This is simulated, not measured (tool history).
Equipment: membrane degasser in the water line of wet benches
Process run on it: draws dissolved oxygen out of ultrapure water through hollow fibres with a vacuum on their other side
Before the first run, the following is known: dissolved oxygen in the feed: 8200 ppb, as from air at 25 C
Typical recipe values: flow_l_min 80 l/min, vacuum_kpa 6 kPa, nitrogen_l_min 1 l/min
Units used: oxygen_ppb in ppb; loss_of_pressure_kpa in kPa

run    hour  flow_l_min  vacuum_kpa  nitrogen_l_min  oxygen_ppb  loss_of_pressure_kpa
  1       0          80           6               1       589.3                 39.16
  2   123.7          80           6               1       574.6                 38.91
  3     391          80        5.67               1       498.5                 38.98
  4   560.7          80        5.67               1       493.8                 39.03
  5   722.5          80        5.67               1       498.9                 38.94
  6   849.3          80       11.57               1      1174.6                 39.23
  7   968.6          78           6               1       524.4                 38.25
  8  1230.2          78           6               1       538.8                 38.52
  9  1353.2          78           6               1       526.3                 38.26
 10  1601.5          78           6               1       523.3                 38.01
 11  1774.6          78           6               1       540.7                 38.37
 12  1967.5          80           6               1       543.1                 39.43
 13  2205.7          80           6               1       550.6                 39.04
 14  2368.6          80           6               1       549.4                 39.71
 15  2529.6          80           6               1       551.9                 39.43
 16  2781.4          80           6            2.86       359.1                 39.53
 17  2966.3          52        4.25            2.75       144.5                 25.55
 18    3160          52        4.25            2.55       148.8                 25.81
 19  3333.3         117           6            1.16       746.1                 58.31
 20  3466.7          96         4.9            0.59       600.8                 47.57
 21  3633.3          96         4.9            0.59       597.6                 47.46
 22  3878.8          84        8.06               1       835.5                 41.77
 23  4071.6          84        8.06               1       827.2                 41.48
 24  4267.1          80       12.58               1        1300                 39.77
 25  4485.6         127       12.58            1.35      1580.6                 63.36
 26  4691.1         127       12.58            1.35      1562.3                 63.07
 27  4893.1          80       12.47               1      1309.7                  40.2
 28  5155.8          80       12.24               1      1266.1                 39.73
 29  5414.8          80       12.24               1      1284.6                 40.15
 30  5541.6          62       12.24            1.18       961.8                 30.59
 31  5674.5          62       12.24            1.18       970.4                 31.17

Missing from the log above: 2 entries noted between runs. For each, name the pair of listed runs it sits between and say how the tool's hidden condition differs from the listed run just before to the listed run just after:
Logged between run 1 and run 2: seals of the vacuum lines changed (hour 32.6)
  membrane still open, %: 97.2 -> 97.1; air that leaks in behind the membrane, l/min: 0.0276 -> 0.0041
  measured result minus the result with no hidden state, oxygen_ppb: +62.1 -> +63.2 ppb; loss_of_pressure_kpa: +1.09 -> +1.11 kPa
Logged between run 2 and run 3: vacuum gauge calibrated (hour 342.2)
  membrane still open, %: 97.1 -> 97; true pressure behind the membrane over the reading, kPa: 0.38 -> -0.02; air that leaks in behind the membrane, l/min: 0.0041 -> 0.0047
  measured result minus the result with no hidden state, oxygen_ppb: +63.2 -> +16.5 ppb; loss_of_pressure_kpa: +1.11 -> +1.16 kPa
